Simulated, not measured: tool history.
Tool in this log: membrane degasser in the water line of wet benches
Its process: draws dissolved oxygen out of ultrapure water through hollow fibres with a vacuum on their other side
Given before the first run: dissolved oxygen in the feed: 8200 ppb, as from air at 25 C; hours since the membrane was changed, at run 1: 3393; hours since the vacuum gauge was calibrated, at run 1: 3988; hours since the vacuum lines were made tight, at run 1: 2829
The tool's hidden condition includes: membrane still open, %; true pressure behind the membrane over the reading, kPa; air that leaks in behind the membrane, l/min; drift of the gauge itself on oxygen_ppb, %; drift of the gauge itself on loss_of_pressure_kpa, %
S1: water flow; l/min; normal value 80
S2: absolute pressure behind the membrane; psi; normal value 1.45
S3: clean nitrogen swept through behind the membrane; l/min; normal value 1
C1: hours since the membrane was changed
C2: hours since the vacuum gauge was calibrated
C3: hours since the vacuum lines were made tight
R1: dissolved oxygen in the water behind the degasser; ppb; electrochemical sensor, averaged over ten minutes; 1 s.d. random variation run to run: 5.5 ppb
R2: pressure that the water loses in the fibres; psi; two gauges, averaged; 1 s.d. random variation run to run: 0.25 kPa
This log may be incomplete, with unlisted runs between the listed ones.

{"run": 1, "hour": 0.0, "S1": 80, "S2": 1.45, "S3": 1, "C1": 3393, "C2": 3988, "C3": 2829, "R1": 1044.2, "R2": 9.636}
{"run": 2, "hour": 115.8, "S1": 80, "S2": 1.45, "S3": 1, "C1": 3509, "C2": 4104, "C3": 2945, "R1": 1037.5, "R2": 9.558}
{"run": 3, "hour": 184.8, "S1": 80, "S2": 1.45, "S3": 1, "C1": 3578, "C2": 4173, "C3": 3014, "R1": 1049.5, "R2": 9.613}
{"run": 4, "hour": 307.3, "S1": 80, "S2": 1.45, "S3": 1, "C1": 3701, "C2": 4295, "C3": 3137, "R1": 1041.4, "R2": 9.652}
{"run": 5, "hour": 449.6, "S1": 80, "S2": 1.45, "S3": 1, "C1": 3843, "C2": 4437, "C3": 3279, "R1": 1046.3, "R2": 9.638}
{"run": 6, "hour": 517.3, "S1": 118, "S2": 1.45, "S3": 1, "C1": 3911, "C2": 4505, "C3": 3347, "R1": 1426.6, "R2": 14.164}
{"run": 7, "hour": 589.1, "S1": 80, "S2": 0.94, "S3": 1, "C1": 3982, "C2": 4577, "C3": 3419, "R1": 650.6, "R2": 9.665}
{"run": 8, "hour": 740.9, "S1": 80, "S2": 0.94, "S3": 1, "C1": 4134, "C2": 4729, "C3": 3570, "R1": 648.8, "R2": 9.601}
{"run": 9, "hour": 813.5, "S1": 80, "S2": 1.44, "S3": 1, "C1": 4207, "C2": 4801, "C3": 3643, "R1": 1045.4, "R2": 9.628}
{"run": 10, "hour": 885.4, "S1": 80, "S2": 1.44, "S3": 1, "C1": 4279, "C2": 4873, "C3": 3715, "R1": 1041.3, "R2": 9.651}
{"run": 11, "hour": 1021.6, "S1": 80, "S2": 1.44, "S3": 1, "C1": 4415, "C2": 5009, "C3": 3851, "R1": 1042.3, "R2": 9.615}
{"run": 12, "hour": 1140.7, "S1": 80, "S2": 1.44, "S3": 1, "C1": 4534, "C2": 5128, "C3": 3970, "R1": 1046.8, "R2": 9.648}
{"run": 13, "hour": 1252.5, "S1": 80, "S2": 1.45, "S3": 0.68, "C1": 4646, "C2": 5240, "C3": 4082, "R1": 1275.4, "R2": 9.673}
{"run": 14, "hour": 1382.1, "S1": 80, "S2": 1.36, "S3": 1, "C1": 4775, "C2": 5370, "C3": 4211, "R1": 997.9, "R2": 9.655}
{"hour": 1391.6, "done": "vacuum gauge calibrated"}
{"run": 15, "hour": 1502.5, "S1": 114, "S2": 2.49, "S3": 1.64, "C1": 4895, "C2": 111, "C3": 4331, "R1": 1801.5, "R2": 13.768}

Expected results for the next run?
{"run": 16, "hour": 1659.9, "S1": 74, "S2": 1.45, "S3": 0.71, "C1": 5053, "C2": 268, "C3": 4489, "R1": "?", "R2": "?"}

R1: 1206.6 ppb
R2: 8.968 psi
Minus the tool's unlogged condition, the same run would have read R1 1121.6 ppb, R2 8.737 psi.

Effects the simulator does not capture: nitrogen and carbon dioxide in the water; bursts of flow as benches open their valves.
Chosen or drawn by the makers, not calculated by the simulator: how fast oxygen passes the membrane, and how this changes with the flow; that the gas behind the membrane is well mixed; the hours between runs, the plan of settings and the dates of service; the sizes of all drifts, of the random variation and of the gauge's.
